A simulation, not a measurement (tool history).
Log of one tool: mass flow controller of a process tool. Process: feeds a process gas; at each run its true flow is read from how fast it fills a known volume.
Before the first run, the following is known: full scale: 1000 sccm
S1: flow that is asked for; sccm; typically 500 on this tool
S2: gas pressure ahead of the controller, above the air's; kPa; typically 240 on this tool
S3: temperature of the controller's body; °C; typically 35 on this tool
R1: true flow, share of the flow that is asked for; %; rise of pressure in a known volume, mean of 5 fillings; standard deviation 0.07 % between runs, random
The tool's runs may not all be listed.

run,hour,S1,S2,S3,R1
1,0.0,500,240,35,98.68
2,83.5,500,240,35,98.74
3,144.4,500,240,35,98.78
4,222.8,500,240,35,98.77
5,266.3,500,240,35,98.80
6,311.5,500,240,35,98.67
7,370.9,500,240,35,98.70
8,446.3,500,240,35,98.79
9,483.1,500,249,35,98.72
10,522.1,500,249,35,98.80
11,592.3,500,249,35,98.83
12,632.7,500,249,35,98.78
13,689.9,275,249,35,98.51
14,760.0,500,225,35,98.90
15,828.7,500,225,35,98.68
16,863.6,596,240,35,98.86
17,937.6,596,240,35,98.87
18,1002.6,340,240,35,98.62
19,1037.8,340,240,35,98.72
20,1109.4,412,225,40,98.07
21,1178.0,864,158,28,99.51
22,1236.0,864,158,28,99.48
23,1289.6,864,158,28,99.58
24,1370.9,117,216,28,99.18
25,1407.0,105,171,28,99.09
26,1449.7,179,145,35,98.36
27,1492.7,155,240,35,98.54
28,1549.8,155,240,35,98.49
29,1599.6,500,215,35,98.73
30,1635.3,305,202,24,99.70
31,1677.8,500,152,35,98.73
32,1760.5,227,277,28,99.23
33,1816.3,227,277,34,98.86
34,1877.2,229,148,26,99.45

What if the next run were any one of these 5? Each begins from the tool's condition after run 34:
A,1952.1,229,148,35,?
B,1952.1,229,213,26,?
C,1952.1,123,203,30,?
D,1952.1,229,144,26,?
E,1952.1,859,148,24,?

run,R1
A,98.59
B,99.31
C,98.90
D,99.43
E,99.91
What these runs would have given with no unlogged condition in the tool:
run,R1
A,98.58
B,99.30
C,98.89
D,99.42
E,99.91

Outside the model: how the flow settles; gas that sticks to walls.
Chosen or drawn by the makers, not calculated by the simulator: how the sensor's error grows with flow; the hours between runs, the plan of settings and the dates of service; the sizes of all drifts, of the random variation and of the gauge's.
